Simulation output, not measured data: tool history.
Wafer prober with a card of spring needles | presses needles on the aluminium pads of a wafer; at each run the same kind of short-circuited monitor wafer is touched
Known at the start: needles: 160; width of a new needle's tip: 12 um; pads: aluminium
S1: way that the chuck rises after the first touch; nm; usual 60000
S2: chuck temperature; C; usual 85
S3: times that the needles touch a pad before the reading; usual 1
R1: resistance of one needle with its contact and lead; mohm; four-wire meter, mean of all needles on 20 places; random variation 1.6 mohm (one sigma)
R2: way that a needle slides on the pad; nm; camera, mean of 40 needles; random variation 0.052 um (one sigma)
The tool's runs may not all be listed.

Run 1, day 0.000: usual settings. Result: R1 188 mohm, R2 16230 nm.
At day 0.200: tips cleaned on abrasive film.
At day 0.538: tips cleaned on abrasive film.
At day 0.871: tips cleaned on abrasive film.
At day 1.204: tips cleaned on abrasive film.
Run 2, day 1.342: usual settings. Result: R1 186 mohm, R2 16230 nm.
At day 1.475: tips cleaned on abrasive film.
At day 1.808: tips cleaned on abrasive film.
At day 2.146: tips cleaned on abrasive film.
At day 2.479: tips cleaned on abrasive film.
At day 2.812: tips cleaned on abrasive film.
Run 3, day 2.817: usual settings. Result: R1 175 mohm, R2 16050 nm.
At day 3.083: tips cleaned on abrasive film.
At day 3.354: tips cleaned on abrasive film.
At day 3.621: tips cleaned on abrasive film.
At day 3.929: tips cleaned on abrasive film.
Run 4, day 3.929: usual settings. Result: R1 172 mohm, R2 16030 nm.
At day 4.262: tips cleaned on abrasive film.
At day 4.596: tips cleaned on abrasive film.
At day 4.929: tips cleaned on abrasive film.
At day 5.262: tips cleaned on abrasive film.
At day 5.533: tips cleaned on abrasive film.
Run 5, day 5.583: usual settings. Result: R1 180 mohm, R2 16030 nm.
At day 5.850: tips cleaned on abrasive film.
At day 6.117: tips cleaned on abrasive film.
At day 6.454: tips cleaned on abrasive film.
At day 6.721: tips cleaned on abrasive film.
Run 6, day 6.754: usual settings. Result: R1 176 mohm, R2 15840 nm.
At day 7.025: tips cleaned on abrasive film.
At day 7.358: tips cleaned on abrasive film.
At day 7.692: tips cleaned on abrasive film.
At day 7.962: tips cleaned on abrasive film.
Run 7, day 8.062: usual settings. Result: R1 183 mohm, R2 15910 nm.
At day 8.267: tips cleaned on abrasive film.
At day 8.600: tips cleaned on abrasive film.
At day 8.908: tips cleaned on abrasive film.
Run 8, day 8.908: usual settings. Result: R1 173 mohm, R2 15830 nm.
At day 9.246: tips cleaned on abrasive film.
At day 9.579: tips cleaned on abrasive film.
Run 9, day 9.788: usual settings. Result: R1 193 mohm, R2 15740 nm.
At day 9.854: tips cleaned on abrasive film.
At day 10.125: tips cleaned on abrasive film.
At day 10.458: tips cleaned on abrasive film.
At day 10.792: tips cleaned on abrasive film.
At day 11.075: tips cleaned on abrasive film.
Run 10, day 11.075: usual settings. Result: R1 176 mohm, R2 15730 nm.
At day 11.408: tips cleaned on abrasive film.
At day 11.742: tips cleaned on abrasive film.
Run 11, day 11.904: usual settings. Result: R1 186 mohm, R2 15700 nm.
At day 12.042: tips cleaned on abrasive film.
At day 12.375: tips cleaned on abrasive film.
At day 12.708: tips cleaned on abrasive film.
At day 12.975: tips cleaned on abrasive film.
At day 13.312: tips cleaned on abrasive film.
At day 13.646: tips cleaned on abrasive film.
Run 12, day 13.767: usual settings. Result: R1 182 mohm, R2 15730 nm.
At day 13.971: tips cleaned on abrasive film.
At day 14.304: tips cleaned on abrasive film.
Run 13, day 14.546: usual settings. Result: R1 192 mohm, R2 15610 nm.
At day 14.617: tips cleaned on abrasive film.
At day 14.950: tips cleaned on abrasive film.
At day 15.217: tips cleaned on abrasive film.
Run 14, day 15.458: usual settings. Result: R1 191 mohm, R2 15530 nm.
At day 15.529: tips cleaned on abrasive film.
At day 15.796: tips cleaned on abrasive film.
At day 16.133: tips cleaned on abrasive film.
At day 16.467: tips cleaned on abrasive film.
Run 15, day 16.512: usual settings. Result: R1 176 mohm, R2 15490 nm.
At day 16.783: tips cleaned on abrasive film.
At day 17.050: tips cleaned on abrasive film.
At day 17.383: tips cleaned on abrasive film.
At day 17.717: tips cleaned on abrasive film.
Run 16, day 17.733: usual settings but S1 80000 nm, S2 25 C. Result: R1 162 mohm, R2 20880 nm.
At day 18.000: tips cleaned on abrasive film.
At day 18.333: tips cleaned on abrasive film.
At day 18.671: tips cleaned on abrasive film.
At day 19.004: tips cleaned on abrasive film.
At day 19.329: tips cleaned on abrasive film.
Run 17, day 19.329: usual settings but S1 80000 nm, S2 25 C. Result: R1 164 mohm, R2 20850 nm.
At day 19.542: height of the first contact set anew.
At day 19.679: tips cleaned on abrasive film.
At day 20.012: tips cleaned on abrasive film.
At day 20.346: tips cleaned on abrasive film.
At day 20.679: tips cleaned on abrasive film.
At day 21.012: tips cleaned on abrasive film.
Run 18, day 21.100: usual settings but S2 114 C. Result: R1 189 mohm, R2 16320 nm.
At day 21.304: tips cleaned on abrasive film.
At day 21.638: tips cleaned on abrasive film.
At day 21.908: tips cleaned on abrasive film.
At day 22.204: tips cleaned on abrasive film.
Run 19, day 22.204: usual settings but S2 35 C, S3 3. Result: R1 167 mohm, R2 16220 nm.
At day 22.471: tips cleaned on abrasive film.
At day 22.804: tips cleaned on abrasive film.
At day 23.142: tips cleaned on abrasive film.
At day 23.475: tips cleaned on abrasive film.
At day 23.808: tips cleaned on abrasive film.
Run 20, day 23.833: usual settings but S1 44000 nm, S2 34 C, S3 2. Result: R1 173 mohm, R2 11820 nm.
At day 24.100: tips cleaned on abrasive film.
At day 24.433: tips cleaned on abrasive film.
Run 21, day 24.638: usual settings but S1 46000 nm, S2 54 C, S3 2. Result: R1 191 mohm, R2 12330 nm.
At day 24.704: tips cleaned on abrasive film.
At day 25.042: tips cleaned on abrasive film.
At day 25.308: tips cleaned on abrasive film.
At day 25.642: tips cleaned on abrasive film.
Run 22, day 25.650: usual settings but S1 58000 nm, S2 67 C. Result: R1 172 mohm, R2 15510 nm.
At day 25.921: tips cleaned on abrasive film.
At day 26.254: tips cleaned on abrasive film.
At day 26.521: tips cleaned on abrasive film.
At day 26.821: tips cleaned on abrasive film.
Run 23, day 26.821: usual settings but S1 58000 nm, S2 67 C. Result: R1 171 mohm, R2 15510 nm.
At day 27.088: tips cleaned on abrasive film.
At day 27.421: tips cleaned on abrasive film.
At day 27.758: tips cleaned on abrasive film.
At day 28.092: tips cleaned on abrasive film.
At day 28.358: tips cleaned on abrasive film.
Run 24, day 28.408: usual settings but S1 49000 nm, S2 31 C. Result: R1 177 mohm, R2 12970 nm.
At day 28.679: tips cleaned on abrasive film.
At day 28.946: tips cleaned on abrasive film.
At day 29.279: tips cleaned on abrasive film.
Run 25, day 29.438: usual settings but S1 49000 nm, S2 31 C. Result: R1 192 mohm, R2 12840 nm.
At day 29.575: tips cleaned on abrasive film.
At day 29.842: tips cleaned on abrasive film.
At day 30.175: tips cleaned on abrasive film.
At day 30.508: tips cleaned on abrasive film.
At day 30.846: tips cleaned on abrasive film.
Run 26, day 30.854: usual settings but S1 69000 nm. Result: R1 172 mohm, R2 18320 nm.
At day 31.125: tips cleaned on abrasive film.
At day 31.458: tips cleaned on abrasive film.
At day 31.792: tips cleaned on abrasive film.
At day 32.125: tips cleaned on abrasive film.
At day 32.446: tips cleaned on abrasive film.
Run 27, day 32.446: usual settings but S1 69000 nm. Result: R1 174 mohm, R2 18240 nm.

3 ways to go on from here, each from the tool as it stands after run 27. What would each give?
At day 32.779: tips cleaned on abrasive film.
At day 33.050: tips cleaned on abrasive film.
At day 33.383: tips cleaned on abrasive film.
At day 33.717: tips cleaned on abrasive film.
At day 34.050: tips cleaned on abrasive film.
Run A, day 34.138: usual settings but S1 49000 nm, S2 76 C, S3 2. Result: R1 ?, R2 ?.
At day 32.779: tips cleaned on abrasive film.
At day 33.050: tips cleaned on abrasive film.
At day 33.383: tips cleaned on abrasive film.
At day 33.717: tips cleaned on abrasive film.
At day 34.050: tips cleaned on abrasive film.
Run B, day 34.138: usual settings but S2 76 C. Result: R1 ?, R2 ?.
At day 32.779: tips cleaned on abrasive film.
At day 33.050: tips cleaned on abrasive film.
At day 33.383: tips cleaned on abrasive film.
At day 33.717: tips cleaned on abrasive film.
At day 34.050: tips cleaned on abrasive film.
Run C, day 34.138: usual settings but S3 2. Result: R1 ?, R2 ?.

run   R1     R2
  A  186  12700
  B  183  15640
  C  181  15650
Without the tool's hidden state the same runs would have given:
run   R1     R2
  A  172  13410
  B  169  16350
  C  172  16350
